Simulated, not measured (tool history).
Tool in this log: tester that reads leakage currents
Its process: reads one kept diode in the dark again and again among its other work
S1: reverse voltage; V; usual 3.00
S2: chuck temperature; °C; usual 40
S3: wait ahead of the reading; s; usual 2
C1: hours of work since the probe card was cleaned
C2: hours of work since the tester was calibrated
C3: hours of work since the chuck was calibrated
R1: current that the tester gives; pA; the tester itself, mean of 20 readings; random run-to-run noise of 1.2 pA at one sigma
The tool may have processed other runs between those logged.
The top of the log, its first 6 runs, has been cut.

Run 7, day 9.138: usual settings; C1 420; C2 776; C3 420. Result: R1 389.44 pA.
Run 8, day 11.058: usual settings; C1 444; C2 799; C3 444. Result: R1 387.73 pA.
Run 9, day 12.283: usual settings; C1 459; C2 814; C3 459. Result: R1 388.76 pA.
Run 10, day 13.488: usual settings; C1 473; C2 829; C3 473. Result: R1 388.74 pA.
Run 11, day 15.071: usual settings; C1 493; C2 848; C3 493. Result: R1 387.82 pA.
Run 12, day 16.504: usual settings but S2 23 °C; C1 510; C2 865; C3 510. Result: R1 100.98 pA.
Run 13, day 17.583: usual settings; C1 523; C2 878; C3 523. Result: R1 386.89 pA.
At day 17.821: probe card cleaned and baked.
Run 14, day 19.117: usual settings; C1 16; C2 896; C3 540. Result: R1 388.03 pA.
Run 15, day 20.592: usual settings; C1 34; C2 913; C3 558. Result: R1 386.22 pA.
Run 16, day 22.558: usual settings; C1 58; C2 937; C3 582. Result: R1 385.18 pA.
Run 17, day 23.654: usual settings; C1 71; C2 951; C3 596. Result: R1 385.42 pA.
Run 18, day 24.971: usual settings; C1 87; C2 967; C3 612. Result: R1 384.97 pA.
Run 19, day 26.404: usual settings but S2 30 °C; C1 104; C2 984; C3 629. Result: R1 177.38 pA.

Run 20 comes next. What will it give?
At day 26.833: probe card cleaned and baked, once more.
Run 20, day 27.538: usual settings but S2 30 °C; C1 9; C2 996; C3 641. Result: R1 ?.

{"run 20": {"R1": 173.06}}
The same run, on a tool lacking any hidden state, would have yielded R1 184.65 pA.
